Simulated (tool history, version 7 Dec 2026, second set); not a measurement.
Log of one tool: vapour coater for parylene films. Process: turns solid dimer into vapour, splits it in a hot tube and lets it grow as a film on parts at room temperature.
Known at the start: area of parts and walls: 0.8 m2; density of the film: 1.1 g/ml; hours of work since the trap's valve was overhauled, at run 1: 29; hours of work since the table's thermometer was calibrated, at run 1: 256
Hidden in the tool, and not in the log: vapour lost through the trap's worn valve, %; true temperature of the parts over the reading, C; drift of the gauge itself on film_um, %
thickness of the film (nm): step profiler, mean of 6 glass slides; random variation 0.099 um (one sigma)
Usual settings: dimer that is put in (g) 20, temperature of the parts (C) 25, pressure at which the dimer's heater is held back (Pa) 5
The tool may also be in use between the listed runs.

| run | hour | dimer that is put in (g) | temperature of the parts (C) | pressure at which the dimer's heater is held back (Pa) | hours of work since the trap's valve was overhauled | hours of work since the table's thermometer was calibrated | thickness of the film (nm) |
|---|---|---|---|---|---|---|---|
| 1 | 0 | 20 | 25 | 5 | 29 | 256 | 12060 |
| 2 | 12 | 20 | 25 | 5 | 37 | 265 | 11920 |
| 3 | 34.9 | 20 | 25 | 5 | 54 | 281 | 11920 |
| 4 | 48.5 | 20 | 25 | 5 | 63 | 290 | 11830 |
| 5 | 65.2 | 20 | 25 | 5 | 75 | 302 | 12010 |
| 6 | 89 | 20 | 25 | 2.98 | 92 | 319 | 11970 |
| 7 | 105.1 | 20 | 25 | 2.98 | 103 | 330 | 11950 |
| 8 | 129.6 | 20 | 25 | 2.86 | 120 | 348 | 11960 |
| 9 | 146.6 | 20 | 25 | 5 | 132 | 360 | 11440 |
| 10 | 169.9 | 20 | 25 | 5 | 149 | 376 | 11440 |
| 11 | 185 | 20 | 25 | 5 | 160 | 387 | 11500 |
| 12 | 197.9 | 20 | 25 | 7.39 | 169 | 396 | 11060 |
| 13 | 210.6 | 20 | 25 | 5 | 178 | 405 | 11320 |
| 14 | 237.2 | 20 | 25 | 5 | 196 | 424 | 11130 |
| 15 | 253.6 | 20 | 25 | 5 | 208 | 435 | 11160 |
| 16 | 275 | 20 | 28 | 5 | 223 | 450 | 10080 |
| 17 | 293.4 | 20 | 28 | 5 | 236 | 463 | 9990 |
| 18 | 308.6 | 20 | 25 | 5 | 247 | 474 | 10960 |
| 19 | 324.6 | 20 | 25 | 5 | 258 | 485 | 10600 |
| 20 | 338.3 | 20 | 25 | 5 | 268 | 495 | 10920 |
| 21 | 361.3 | 20 | 30 | 5 | 284 | 511 | 9250 |
| 22 | 380.4 | 9 | 29 | 2.85 | 297 | 525 | 4410 |
| 23 | 393.1 | 20 | 30 | 5 | 306 | 534 | 9130 |
| 24 | 415.4 | 20 | 30 | 5 | 322 | 549 | 9150 |
|  | 428.6 | trap's valve overhauled |
| 25 | 444.9 | 20 | 25 | 8.03 | 12 | 567 | 11560 |
| 26 | 467.5 | 12 | 23 | 8.03 | 28 | 583 | 7500 |
| 27 | 488.7 | 20 | 27 | 5 | 42 | 598 | 10970 |
| 28 | 502.8 | 17 | 27 | 5.14 | 52 | 608 | 9280 |
| 29 | 515.6 | 13 | 29 | 3.69 | 61 | 617 | 6700 |
| 30 | 535.1 | 20 | 25 | 9.14 | 75 | 631 | 11170 |
| 31 | 549.7 | 20 | 25 | 9.14 | 86 | 641 | 11250 |
| 32 | 568.6 | 20 | 25 | 3.2 | 99 | 655 | 11710 |
| 33 | 592.1 | 19 | 25 | 8.08 | 115 | 671 | 10570 |
| 34 | 608.8 | 20 | 26 | 3.62 | 127 | 683 | 11150 |
| 35 | 632.2 | 20 | 26 | 3.62 | 144 | 699 | 11070 |
| 36 | 653.7 | 20 | 26 | 3.62 | 159 | 715 | 10990 |
| 37 | 669.6 | 20 | 26 | 3.62 | 170 | 726 | 10970 |
| 38 | 684.9 | 20 | 26 | 3.62 | 181 | 737 | 10930 |
| 39 | 710.7 | 20 | 26 | 3.62 | 199 | 755 | 11060 |
| 40 | 736 | 14 | 25 | 4.75 | 217 | 773 | 7680 |
| 41 | 757.9 | 20 | 20 | 5 | 232 | 788 | 13030 |
| 42 | 780.2 | 20 | 20 | 5 | 248 | 804 | 12860 |

Forecast each of these 4 alternatives for the next run:
| A | 796.9 | 20 | 23 | 3.53 | 260 | 816 | ? |
| B | 796.9 | 20 | 33 | 5 | 260 | 816 | ? |
| C | 796.9 | 34 | 28 | 5 | 260 | 816 | ? |
| D | 796.9 | 11 | 25 | 5 | 260 | 816 | ? |

| run | thickness of the film (nm) |
|---|---|
| A | 11970 |
| B | 8180 |
| C | 16550 |
| D | 5920 |
Without the tool's hidden state the same runs would have given:
| run | thickness of the film (nm) |
|---|---|
| A | 13440 |
| B | 9190 |
| C | 18580 |
| D | 6650 |
